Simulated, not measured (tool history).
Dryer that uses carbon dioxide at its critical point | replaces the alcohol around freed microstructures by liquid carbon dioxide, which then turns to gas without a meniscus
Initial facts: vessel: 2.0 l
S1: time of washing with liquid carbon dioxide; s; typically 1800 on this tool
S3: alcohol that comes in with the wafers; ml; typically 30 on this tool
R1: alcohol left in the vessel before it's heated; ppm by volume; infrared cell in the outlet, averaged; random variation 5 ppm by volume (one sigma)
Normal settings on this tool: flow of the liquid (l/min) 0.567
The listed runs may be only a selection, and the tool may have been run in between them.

run 1 hour=0.0 | S1=1800 flow_of_the_liquid_(l/min)=0.567 S3=30 | R1=40
run 2 hour=8.0 | S1=1800 flow_of_the_liquid_(l/min)=0.567 S3=30 | R1=40
run 3 hour=23.6 | S1=1800 flow_of_the_liquid_(l/min)=0.567 S3=30 | R1=44
run 4 hour=39.3 | S1=1800 flow_of_the_liquid_(l/min)=0.577 S3=30 | R1=44
run 5 hour=54.3 | S1=1800 flow_of_the_liquid_(l/min)=0.567 S3=37 | R1=50
run 6 hour=68.2 | S1=1800 flow_of_the_liquid_(l/min)=0.567 S3=37 | R1=49
run 7 hour=84.6 | S1=1800 flow_of_the_liquid_(l/min)=0.567 S3=37 | R1=49
run 8 hour=101.3 | S1=1800 flow_of_the_liquid_(l/min)=0.567 S3=37 | R1=62
run 9 hour=114.8 | S1=1800 flow_of_the_liquid_(l/min)=0.761 S3=27 | R1=35
run 10 hour=127.2 | S1=2700 flow_of_the_liquid_(l/min)=0.605 S3=30 | R1=48
run 11 hour=138.0 | S1=2700 flow_of_the_liquid_(l/min)=0.605 S3=30 | R1=48
run 12 hour=147.4 | S1=2700 flow_of_the_liquid_(l/min)=0.605 S3=30 | R1=45
run 13 hour=155.0 | S1=1800 flow_of_the_liquid_(l/min)=0.725 S3=23 | R1=51
run 14 hour=170.8 | S1=2520 flow_of_the_liquid_(l/min)=0.615 S3=100 | R1=45

Branching from run 14: 4 alternative next runs. What would each branch give?
run A hour=185.4 | S1=1800 flow_of_the_liquid_(l/min)=0.373 S3=30 | R1=?
run B hour=185.4 | S1=1440 flow_of_the_liquid_(l/min)=0.519 S3=30 | R1=?
run C hour=185.4 | S1=2520 flow_of_the_liquid_(l/min)=0.567 S3=30 | R1=?
run D hour=185.4 | S1=2280 flow_of_the_liquid_(l/min)=0.504 S3=78 | R1=?

run=A R1=208
run=B R1=142
run=C R1=58
run=D R1=53
The same runs, with their run-to-run variation unchanged, on a tool lacking any hidden condition would have given:
run=A R1=128
run=B R1=75
run=C R1=13
run=D R1=3

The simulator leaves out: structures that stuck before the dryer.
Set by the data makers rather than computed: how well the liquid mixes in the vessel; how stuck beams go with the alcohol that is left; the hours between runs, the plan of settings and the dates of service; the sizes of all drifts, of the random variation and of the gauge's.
